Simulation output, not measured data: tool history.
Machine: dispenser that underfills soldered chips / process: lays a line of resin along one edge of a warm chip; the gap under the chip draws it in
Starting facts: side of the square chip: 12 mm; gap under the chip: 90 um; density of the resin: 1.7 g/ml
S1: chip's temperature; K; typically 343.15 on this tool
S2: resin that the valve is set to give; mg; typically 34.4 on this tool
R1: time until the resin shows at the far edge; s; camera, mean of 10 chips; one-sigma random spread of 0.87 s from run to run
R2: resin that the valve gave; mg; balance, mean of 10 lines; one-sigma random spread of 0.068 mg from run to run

run	hour	S1	S2	R1	R2
1	0	343.15	34.4	161.8	33.56
# hour 4.5: new syringe of resin
2	4.5	343.15	34.4	81.9	33.49
# hour 9.8: dispensing valve cleaned and set on the balance
3	12.5	343.15	34.4	122.2	34.28
4	17.4	343.15	34.4	161.7	34.19
# hour 21.6: new syringe of resin
5	23.1	343.15	34.4	87.5	34.23
6	29.3	343.15	34.4	127.5	34.07
7	36	345.15	34.4	165.3	34.01
# hour 37.6: new syringe of resin
8	40.2	348.15	41.6	73.9	41.06
9	45.2	345.15	31.4	116.8	30.84
10	51.4	351.15	37.9	120.7	37.29
# hour 53.4: new syringe of resin
11	55.4	343.15	43.1	89.4	42.28
12	62.8	343.15	43.1	136	42.05
13	68.3	343.15	43.1	188.7	42.03

Alternative continuations, all from the tool just after run 13; predict every row:
# hour 69.3: new syringe of resin
# hour 73.7: dispensing valve cleaned and set on the balance
A	75.2	351.15	32.3	?	?
# hour 69.3: new syringe of resin
# hour 73.7: dispensing valve cleaned and set on the balance
B	75.2	352.15	43.1	?	?
# hour 69.3: new syringe of resin
# hour 73.7: dispensing valve cleaned and set on the balance
C	75.2	331.15	34.9	?	?
# hour 69.3: new syringe of resin
# hour 73.7: dispensing valve cleaned and set on the balance
D	75.2	330.15	34.6	?	?
# hour 69.3: new syringe of resin
# hour 73.7: dispensing valve cleaned and set on the balance
E	75.2	349.15	34.9	?	?

run	R1	R2
A	76.4	32.18
B	68.6	43.08
C	196.3	34.68
D	205.2	34.46
E	81.8	34.85
Stripped of hidden state, with their random variation kept, the same runs would have yielded:
run	R1	R2
A	58	32.29
B	52.1	43.22
C	149.4	34.79
D	156.1	34.57
E	62.2	34.96

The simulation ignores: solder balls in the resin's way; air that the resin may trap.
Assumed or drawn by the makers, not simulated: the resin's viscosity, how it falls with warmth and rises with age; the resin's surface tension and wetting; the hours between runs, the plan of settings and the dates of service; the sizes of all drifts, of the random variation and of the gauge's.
